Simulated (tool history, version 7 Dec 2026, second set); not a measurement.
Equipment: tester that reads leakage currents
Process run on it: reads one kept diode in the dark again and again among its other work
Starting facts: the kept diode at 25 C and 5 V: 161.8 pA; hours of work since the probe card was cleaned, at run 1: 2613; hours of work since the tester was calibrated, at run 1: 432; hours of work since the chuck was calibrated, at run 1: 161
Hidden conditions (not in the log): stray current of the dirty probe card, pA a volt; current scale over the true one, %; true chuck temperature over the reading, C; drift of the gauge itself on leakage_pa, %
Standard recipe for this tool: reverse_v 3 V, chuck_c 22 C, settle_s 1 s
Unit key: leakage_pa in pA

run    hour  reverse_v  chuck_c  settle_s  hours of work since the probe card was cleaned  hours of work since the tester was calibrated  hours of work since the chuck was calibrated  leakage_pa
  1       0          3       22         1                                            2613                                            432                                           161      102.57
  2   158.9          3       23         1                                            2697                                            516                                           245      112.59
  3   267.4          3       22         1                                            2755                                            573                                           303      106.27
  4   413.6          3       22         1                                            2832                                            650                                           380      107.64
  5   558.9          3       22         1                                            2909                                            727                                           457      109.52
  6   724.5          3       22         1                                            2996                                            815                                           544      111.12
  7   863.8          3       22         1                                            3070                                            888                                           618      112.23
  8  1013.9       8.95       37         1                                            3149                                            968                                           697      618.13
  9  1097.7       2.32       37      0.55                                            3194                                           1012                                           742      298.17
     1129.8  -- probe card cleaned and baked
     1131.8  -- chuck's temperature calibrated
 10  1197.4       2.32       37      0.55                                              35                                           1062                                            35      264.03
 11  1356.4       8.67       37      7.88                                             119                                           1146                                           119      553.35
 12  1460.8          3       43      1.37                                             174                                           1201                                           174      473.98
 13  1593.1          3       22      0.55                                             244                                           1271                                           244      103.31
 14  1758.4          3       22      0.55                                             331                                           1359                                           331      106.18

Entry by entry between the runs, the difference in hidden state between the last listed run before and the first listed run after:
Logged between run 9 and run 10: probe card cleaned and baked (hour 1129.8); chuck's temperature calibrated (hour 1131.8)
  stray current of the dirty probe card, pA a volt: 1.338 -> 0.037; current scale over the true one, %: 0.51 -> 0.54; true chuck temperature over the reading, C: 1.65 -> 0.14
  measured less the result without the state, leakage_pa: +36.92 -> +3.96 pA
